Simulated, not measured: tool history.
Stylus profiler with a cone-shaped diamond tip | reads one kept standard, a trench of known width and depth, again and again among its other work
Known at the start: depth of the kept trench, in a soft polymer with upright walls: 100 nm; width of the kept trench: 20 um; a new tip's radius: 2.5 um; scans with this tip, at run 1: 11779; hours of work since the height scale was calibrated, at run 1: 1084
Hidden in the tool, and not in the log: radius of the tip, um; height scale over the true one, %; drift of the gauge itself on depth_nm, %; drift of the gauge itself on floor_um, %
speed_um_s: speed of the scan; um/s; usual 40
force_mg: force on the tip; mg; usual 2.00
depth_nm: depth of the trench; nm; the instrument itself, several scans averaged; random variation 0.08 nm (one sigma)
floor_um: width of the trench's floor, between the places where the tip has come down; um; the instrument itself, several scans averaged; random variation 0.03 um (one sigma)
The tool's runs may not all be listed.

run	hour	speed_um_s	force_mg	scans with this tip	hours of work since the height scale was calibrated	depth_nm	floor_um
1	0.0	40	2.00	11779	1084	101.37	18.24
2	39.3	40	2.00	11971	1101	101.27	18.24
3	85.6	40	1.06	12197	1122	100.76	18.19
4	112.9	40	1.06	12330	1134	100.70	18.19
5	151.0	40	2.00	12516	1152	101.33	18.31
6	188.7	40	2.00	12700	1168	101.17	18.30
7	222.1	40	2.00	12863	1183	101.37	18.31
8	270.5	40	1.60	13099	1205	101.11	18.27
9	309.2	19	2.00	13288	1223	101.41	18.41
10	344.6	19	3.49	13460	1238	102.06	18.50
11	409.3	40	1.19	13776	1267	100.89	18.21
12	441.6	40	1.19	13933	1282	101.09	18.22
13	490.8	40	1.19	14173	1304	100.90	18.28
14	531.5	40	1.19	14372	1322	101.03	18.19
15	579.9	40	1.19	14608	1344	100.80	18.27
16	607.4	40	1.19	14742	1356	100.99	18.23
17	637.5	40	2.00	14889	1370	101.41	18.35
18	689.6	40	2.00	15143	1393	101.44	18.28
19	728.7	40	2.08	15334	1411	101.30	18.31
20	768.8	40	2.52	15529	1429	101.61	18.31
21	809.3	40	2.52	15727	1447	101.57	18.36
# hour 815.7: new tip fitted, height scale calibrated
22	839.2	40	1.14	115	11	100.83	18.28
23	895.4	25	3.38	389	36	101.93	18.47
24	940.1	27	3.78	607	56	102.01	18.48
25	995.8	27	3.78	879	81	101.96	18.48
26	1029.4	140	2.19	1042	96	101.51	17.71
27	1093.7	15	4.26	1356	125	102.31	18.49
28	1152.8	78	4.77	1644	151	102.36	18.27
29	1213.3	26	2.15	1939	178	101.47	18.43
30	1272.3	26	2.15	2227	205	101.36	18.45
31	1302.0	15	4.23	2372	218	102.20	18.46
32	1343.1	15	4.23	2572	237	102.23	18.53
33	1391.3	15	4.23	2808	258	102.30	18.57
34	1458.0	54	2.47	3133	288	101.58	18.28
35	1492.4	128	2.00	3300	304	101.35	17.78
36	1519.9	11	1.83	3435	316	101.37	18.53
37	1566.4	42	4.22	3661	337	102.31	18.33
38	1615.6	35	5.07	3901	359	102.57	18.42
39	1661.9	78	3.79	4127	380	102.10	18.19
40	1695.6	45	3.85	4292	395	102.07	18.40
41	1734.2	36	2.00	4480	412	101.30	18.30
42	1787.5	19	0.77	4740	436	100.72	18.44
43	1839.1	19	0.77	4992	459	100.69	18.40
44	1870.8	12	1.36	5146	473	101.01	18.48

The same runs without the tool's hidden state, with the same run-to-run variation:
run	floor_um
1	18.26
2	18.26
3	18.21
4	18.21
5	18.33
6	18.33
7	18.34
8	18.30
9	18.43
10	18.53
11	18.23
12	18.25
13	18.30
14	18.21
15	18.30
16	18.26
17	18.38
18	18.31
19	18.34
20	18.34
21	18.39
22	18.28
23	18.47
24	18.48
25	18.48
26	17.71
27	18.50
28	18.28
29	18.43
30	18.45
31	18.47
32	18.54
33	18.58
34	18.28
35	17.78
36	18.54
37	18.34
38	18.43
39	18.20
40	18.41
41	18.31
42	18.45
43	18.41
44	18.49
depth_nm: within 0.02 nm of the measured result in every run.
